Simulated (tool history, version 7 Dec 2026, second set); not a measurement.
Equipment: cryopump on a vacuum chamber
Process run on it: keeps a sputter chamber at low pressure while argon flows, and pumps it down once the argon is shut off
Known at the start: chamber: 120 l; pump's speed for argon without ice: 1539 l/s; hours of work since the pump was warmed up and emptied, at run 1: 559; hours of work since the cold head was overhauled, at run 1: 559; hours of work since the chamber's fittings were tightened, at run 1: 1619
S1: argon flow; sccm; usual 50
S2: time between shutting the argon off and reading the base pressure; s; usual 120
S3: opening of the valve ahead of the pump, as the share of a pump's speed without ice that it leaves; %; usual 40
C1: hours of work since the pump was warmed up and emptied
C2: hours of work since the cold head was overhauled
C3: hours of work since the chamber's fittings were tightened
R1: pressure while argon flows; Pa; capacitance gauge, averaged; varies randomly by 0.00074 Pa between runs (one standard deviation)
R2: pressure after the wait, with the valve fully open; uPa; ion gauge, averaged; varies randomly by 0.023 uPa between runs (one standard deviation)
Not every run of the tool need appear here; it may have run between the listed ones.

run 1 hour=0 | S1=50 S2=120 S3=40 | C1=559 C2=559 C3=1619 | R1=0.1454 R2=2.02
run 2 hour=12.2 | S1=50 S2=290 S3=40 | C1=568 C2=568 C3=1628 | R1=0.1465 R2=1.64
run 3 hour=21.7 | S1=21 S2=120 S3=40 | C1=575 C2=575 C3=1636 | R1=0.0615 R2=2
run 4 hour=34.7 | S1=21 S2=120 S3=21 | C1=585 C2=585 C3=1646 | R1=0.1147 R2=2.06
run 5 hour=44.9 | S1=21 S2=120 S3=21 | C1=593 C2=593 C3=1654 | R1=0.1144 R2=2.07
run 6 hour=58.1 | S1=21 S2=120 S3=21 | C1=604 C2=604 C3=1664 | R1=0.114 R2=2.04
run 7 hour=68.7 | S1=21 S2=22 S3=21 | C1=612 C2=612 C3=1672 | R1=0.1132 R2=4.64
run 8 hour=77.5 | S1=21 S2=22 S3=21 | C1=619 C2=619 C3=1679 | R1=0.1129 R2=4.6
run 9 hour=86.5 | S1=21 S2=22 S3=21 | C1=626 C2=626 C3=1686 | R1=0.1145 R2=4.58
run 10 hour=97.2 | S1=21 S2=22 S3=21 | C1=634 C2=634 C3=1694 | R1=0.1145 R2=4.54
run 11 hour=105.4 | S1=50 S2=120 S3=40 | C1=640 C2=640 C3=1700 | R1=0.148 R2=2.02
run 12 hour=119.7 | S1=50 S2=120 S3=40 | C1=651 C2=651 C3=1712 | R1=0.1483 R2=2.05
run 13 hour=127.7 | S1=50 S2=120 S3=40 | C1=658 C2=658 C3=1718 | R1=0.1463 R2=2.1
run 14 hour=139.8 | S1=58 S2=33 S3=17 | C1=667 C2=667 C3=1727 | R1=0.3876 R2=3.68
run 15 hour=150 | S1=50 S2=48 S3=24 | C1=675 C2=675 C3=1735 | R1=0.2391 R2=3.03
run 16 hour=168.1 | S1=32 S2=224 S3=17 | C1=689 C2=689 C3=1749 | R1=0.2137 R2=1.83
run 17 hour=175.9 | S1=36 S2=224 S3=27 | C1=695 C2=695 C3=1755 | R1=0.1543 R2=1.79
run 18 hour=193.2 | S1=97 S2=41 S3=36 | C1=708 C2=708 C3=1768 | R1=0.319 R2=3.37
run 19 hour=202.8 | S1=97 S2=41 S3=20 | C1=716 C2=716 C3=1776 | R1=0.5538 R2=3.26
run 20 hour=219.5 | S1=97 S2=60 S3=59 | C1=729 C2=729 C3=1789 | R1=0.2029 R2=2.73
run 21 hour=238.3 | S1=26 S2=218 S3=40 | C1=743 C2=743 C3=1803 | R1=0.0775 R2=1.93
-- hour=254.3 pump warmed up, emptied and cooled again
run 22 hour=259.4 | S1=99 S2=119 S3=40 | C1=4 C2=756 C3=1816 | R1=0.2732 R2=1.9
run 23 hour=274.7 | S1=99 S2=119 S3=40 | C1=16 C2=767 C3=1828 | R1=0.2748 R2=1.95
run 24 hour=286.4 | S1=99 S2=119 S3=40 | C1=25 C2=777 C3=1837 | R1=0.2766 R2=1.96

Run 25 comes next. What will it give?
run 25 hour=298.7 | S1=99 S2=119 S3=40 | C1=34 C2=786 C3=1846 | R1=? R2=?

Run 25 produced R1 0.2732 Pa, R2 1.96 uPa.
Minus the tool's unlogged condition, the same run would have read R1 0.2709 Pa, R2 0.78 uPa.
